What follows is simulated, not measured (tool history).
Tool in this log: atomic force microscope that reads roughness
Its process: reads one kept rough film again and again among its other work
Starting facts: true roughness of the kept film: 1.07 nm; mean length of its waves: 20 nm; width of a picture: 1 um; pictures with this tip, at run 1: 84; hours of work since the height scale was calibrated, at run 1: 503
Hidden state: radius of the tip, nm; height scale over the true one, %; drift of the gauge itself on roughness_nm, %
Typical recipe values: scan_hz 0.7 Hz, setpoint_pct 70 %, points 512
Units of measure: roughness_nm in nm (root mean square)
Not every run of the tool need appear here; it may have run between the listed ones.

run	day	scan_hz	setpoint_pct	points	pictures with this tip	hours of work since the height scale was calibrated	roughness_nm
1	0	0.7	70	512	84	503	0.963
2	0.929	1.902	70	512	126	518	0.895
3	2.204	1.902	70	512	183	538	0.874
4	2.854	0.905	70	512	213	548	0.902
5	3.871	0.905	70	512	258	564	0.89
6	4.675	1.363	70	512	295	577	0.861
7	5.442	1.363	70	512	329	589	0.847
# day 6.042: new tip fitted
8	6.725	1.363	70	512	31	609	0.954
9	7.721	0.7	70	576	76	625	0.957
10	8.892	0.7	70	288	129	644	0.915
11	9.679	0.7	70	467	164	656	0.92
12	11.046	0.7	70	467	226	678	0.894
13	11.904	0.7	70	467	265	691	0.894
14	12.762	0.7	70	512	303	705	0.87
15	13.4	0.7	68	512	332	715	0.86
# day 13.946: new tip fitted
16	14.283	2.794	60	612	16	729	0.95
17	15.579	1.135	58	512	74	749	0.953
18	16.208	1.191	58	863	103	759	0.94
19	17.15	2.294	75	512	145	774	0.856
20	18.358	0.696	88	397	199	793	0.864
# day 18.492: height scale calibrated on a step standard
21	18.979	0.696	88	397	225	8	0.854
22	20.225	2.397	88	397	282	27	0.731
23	21.221	3.507	82	348	326	43	0.706
# day 21.875: new tip fitted
24	22.133	0.573	82	349	12	57	0.957
# day 23.038: height scale calibrated on a step standard, once more
25	23.046	0.796	90	526	51	0	0.908
26	24.296	3.43	70	300	107	20	0.837
27	25.346	1.251	70	291	154	37	0.877

What will run 28 give?
28	25.925	1.251	70	284	181	46	?

{"run 28": {"roughness_nm": 0.865}}
If the tool had no hidden condition, the same run with the same run-to-run variation would have returned roughness_nm 0.942 nm (root mean square).
